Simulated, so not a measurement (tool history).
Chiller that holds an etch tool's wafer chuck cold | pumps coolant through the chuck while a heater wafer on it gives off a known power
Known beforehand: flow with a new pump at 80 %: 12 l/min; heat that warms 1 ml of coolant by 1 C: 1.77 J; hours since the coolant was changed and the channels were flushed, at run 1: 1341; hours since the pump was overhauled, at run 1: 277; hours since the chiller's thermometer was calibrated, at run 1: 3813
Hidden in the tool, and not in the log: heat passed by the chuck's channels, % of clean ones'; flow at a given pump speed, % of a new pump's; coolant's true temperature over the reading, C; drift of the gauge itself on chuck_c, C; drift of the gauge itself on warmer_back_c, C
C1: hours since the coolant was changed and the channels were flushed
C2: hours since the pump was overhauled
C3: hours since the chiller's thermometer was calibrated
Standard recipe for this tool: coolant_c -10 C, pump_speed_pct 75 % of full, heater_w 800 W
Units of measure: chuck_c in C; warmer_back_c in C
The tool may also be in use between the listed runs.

{"run": 1, "day": 0.0, "coolant_c": -10, "pump_speed_pct": 75, "heater_w": 800, "C1": 1341, "C2": 277, "C3": 3813, "chuck_c": -2.5, "warmer_back_c": 2.46}
{"run": 2, "day": 0.833, "coolant_c": -10, "pump_speed_pct": 81, "heater_w": 800, "C1": 1361, "C2": 297, "C3": 3833, "chuck_c": -2.9, "warmer_back_c": 2.32}
{"run": 3, "day": 1.892, "coolant_c": -10, "pump_speed_pct": 81, "heater_w": 800, "C1": 1386, "C2": 323, "C3": 3859, "chuck_c": -2.7, "warmer_back_c": 2.23}
{"day": 3.067, "done": "chiller's thermometer calibrated"}
{"run": 4, "day": 3.096, "coolant_c": -10, "pump_speed_pct": 81, "heater_w": 800, "C1": 1414, "C2": 351, "C3": 1, "chuck_c": -3.4, "warmer_back_c": 2.25}
{"run": 5, "day": 4.058, "coolant_c": -10, "pump_speed_pct": 81, "heater_w": 800, "C1": 1437, "C2": 374, "C3": 24, "chuck_c": -3.4, "warmer_back_c": 2.24}
{"run": 6, "day": 4.762, "coolant_c": -10, "pump_speed_pct": 75, "heater_w": 624, "C1": 1454, "C2": 391, "C3": 41, "chuck_c": -4.6, "warmer_back_c": 1.94}
{"run": 7, "day": 5.962, "coolant_c": -10, "pump_speed_pct": 75, "heater_w": 624, "C1": 1483, "C2": 420, "C3": 70, "chuck_c": -4.7, "warmer_back_c": 1.91}
{"run": 8, "day": 7.204, "coolant_c": -5, "pump_speed_pct": 75, "heater_w": 800, "C1": 1513, "C2": 449, "C3": 99, "chuck_c": 1.8, "warmer_back_c": 2.43}
{"run": 9, "day": 7.862, "coolant_c": -10, "pump_speed_pct": 93, "heater_w": 800, "C1": 1529, "C2": 465, "C3": 115, "chuck_c": -3.9, "warmer_back_c": 1.94}
{"run": 10, "day": 8.633, "coolant_c": -10, "pump_speed_pct": 93, "heater_w": 800, "C1": 1547, "C2": 484, "C3": 134, "chuck_c": -4.0, "warmer_back_c": 1.96}
{"run": 11, "day": 9.908, "coolant_c": -10, "pump_speed_pct": 75, "heater_w": 1133, "C1": 1578, "C2": 514, "C3": 164, "chuck_c": -0.3, "warmer_back_c": 3.46}
{"run": 12, "day": 10.825, "coolant_c": -10, "pump_speed_pct": 75, "heater_w": 1133, "C1": 1600, "C2": 536, "C3": 186, "chuck_c": -0.2, "warmer_back_c": 3.52}
{"run": 13, "day": 11.85, "coolant_c": -10, "pump_speed_pct": 75, "heater_w": 800, "C1": 1624, "C2": 561, "C3": 211, "chuck_c": -3.1, "warmer_back_c": 2.53}
{"run": 14, "day": 12.846, "coolant_c": -10, "pump_speed_pct": 75, "heater_w": 800, "C1": 1648, "C2": 585, "C3": 235, "chuck_c": -3.0, "warmer_back_c": 2.45}
{"run": 15, "day": 14.112, "coolant_c": -14, "pump_speed_pct": 75, "heater_w": 800, "C1": 1679, "C2": 615, "C3": 265, "chuck_c": -7.0, "warmer_back_c": 2.43}
{"run": 16, "day": 14.833, "coolant_c": -13, "pump_speed_pct": 75, "heater_w": 505, "C1": 1696, "C2": 632, "C3": 282, "chuck_c": -8.7, "warmer_back_c": 1.56}
{"run": 17, "day": 16.033, "coolant_c": -1, "pump_speed_pct": 75, "heater_w": 800, "C1": 1725, "C2": 661, "C3": 311, "chuck_c": 5.9, "warmer_back_c": 2.43}
{"run": 18, "day": 16.825, "coolant_c": -10, "pump_speed_pct": 86, "heater_w": 800, "C1": 1744, "C2": 680, "C3": 330, "chuck_c": -3.7, "warmer_back_c": 2.11}
{"run": 19, "day": 17.633, "coolant_c": -8, "pump_speed_pct": 75, "heater_w": 707, "C1": 1763, "C2": 700, "C3": 350, "chuck_c": -1.7, "warmer_back_c": 2.18}
{"run": 20, "day": 18.175, "coolant_c": -10, "pump_speed_pct": 98, "heater_w": 611, "C1": 1776, "C2": 713, "C3": 363, "chuck_c": -5.5, "warmer_back_c": 1.38}
{"run": 21, "day": 18.788, "coolant_c": -10, "pump_speed_pct": 80, "heater_w": 1168, "C1": 1791, "C2": 727, "C3": 377, "chuck_c": -0.2, "warmer_back_c": 3.34}
{"run": 22, "day": 19.45, "coolant_c": -10, "pump_speed_pct": 80, "heater_w": 1168, "C1": 1807, "C2": 743, "C3": 393, "chuck_c": -0.2, "warmer_back_c": 3.39}
{"run": 23, "day": 20.204, "coolant_c": -10, "pump_speed_pct": 78, "heater_w": 1168, "C1": 1825, "C2": 761, "C3": 411, "chuck_c": 0.0, "warmer_back_c": 3.47}
{"run": 24, "day": 21.371, "coolant_c": -10, "pump_speed_pct": 78, "heater_w": 1168, "C1": 1853, "C2": 789, "C3": 439, "chuck_c": 0.0, "warmer_back_c": 3.47}
{"run": 25, "day": 22.517, "coolant_c": -10, "pump_speed_pct": 61, "heater_w": 800, "C1": 1880, "C2": 817, "C3": 467, "chuck_c": -1.8, "warmer_back_c": 3.15}
{"run": 26, "day": 23.217, "coolant_c": -17, "pump_speed_pct": 74, "heater_w": 647, "C1": 1897, "C2": 834, "C3": 484, "chuck_c": -11.2, "warmer_back_c": 2.05}
{"run": 27, "day": 24.075, "coolant_c": -19, "pump_speed_pct": 75, "heater_w": 511, "C1": 1918, "C2": 854, "C3": 504, "chuck_c": -14.4, "warmer_back_c": 1.55}
{"run": 28, "day": 25.15, "coolant_c": -19, "pump_speed_pct": 75, "heater_w": 511, "C1": 1943, "C2": 880, "C3": 530, "chuck_c": -14.1, "warmer_back_c": 1.56}

Below are 5 alternative next runs, each starting from the tool's condition after run 28. Predict each:
{"run": "A", "day": 26.283, "coolant_c": -10, "pump_speed_pct": 75, "heater_w": 744, "C1": 1971, "C2": 907, "C3": 557, "chuck_c": "?", "warmer_back_c": "?"}
{"run": "B", "day": 26.283, "coolant_c": -17, "pump_speed_pct": 75, "heater_w": 800, "C1": 1971, "C2": 907, "C3": 557, "chuck_c": "?", "warmer_back_c": "?"}
{"run": "C", "day": 26.283, "coolant_c": -19, "pump_speed_pct": 75, "heater_w": 925, "C1": 1971, "C2": 907, "C3": 557, "chuck_c": "?", "warmer_back_c": "?"}
{"run": "D", "day": 26.283, "coolant_c": 0, "pump_speed_pct": 67, "heater_w": 539, "C1": 1971, "C2": 907, "C3": 557, "chuck_c": "?", "warmer_back_c": "?"}
{"run": "E", "day": 26.283, "coolant_c": -17, "pump_speed_pct": 93, "heater_w": 479, "C1": 1971, "C2": 907, "C3": 557, "chuck_c": "?", "warmer_back_c": "?"}

run=A chuck_c=-3.4 warmer_back_c=2.36
run=B chuck_c=-9.7 warmer_back_c=2.52
run=C chuck_c=-10.7 warmer_back_c=2.88
run=D chuck_c=5.5 warmer_back_c=1.86
run=E chuck_c=-13.3 warmer_back_c=1.17
Take away the tool's hidden state, keep each run's random variation, and the runs would have read:
run=A chuck_c=-4.1 warmer_back_c=2.31
run=B chuck_c=-10.3 warmer_back_c=2.47
run=C chuck_c=-11.5 warmer_back_c=2.82
run=D chuck_c=4.9 warmer_back_c=1.82
run=E chuck_c=-13.7 warmer_back_c=1.14
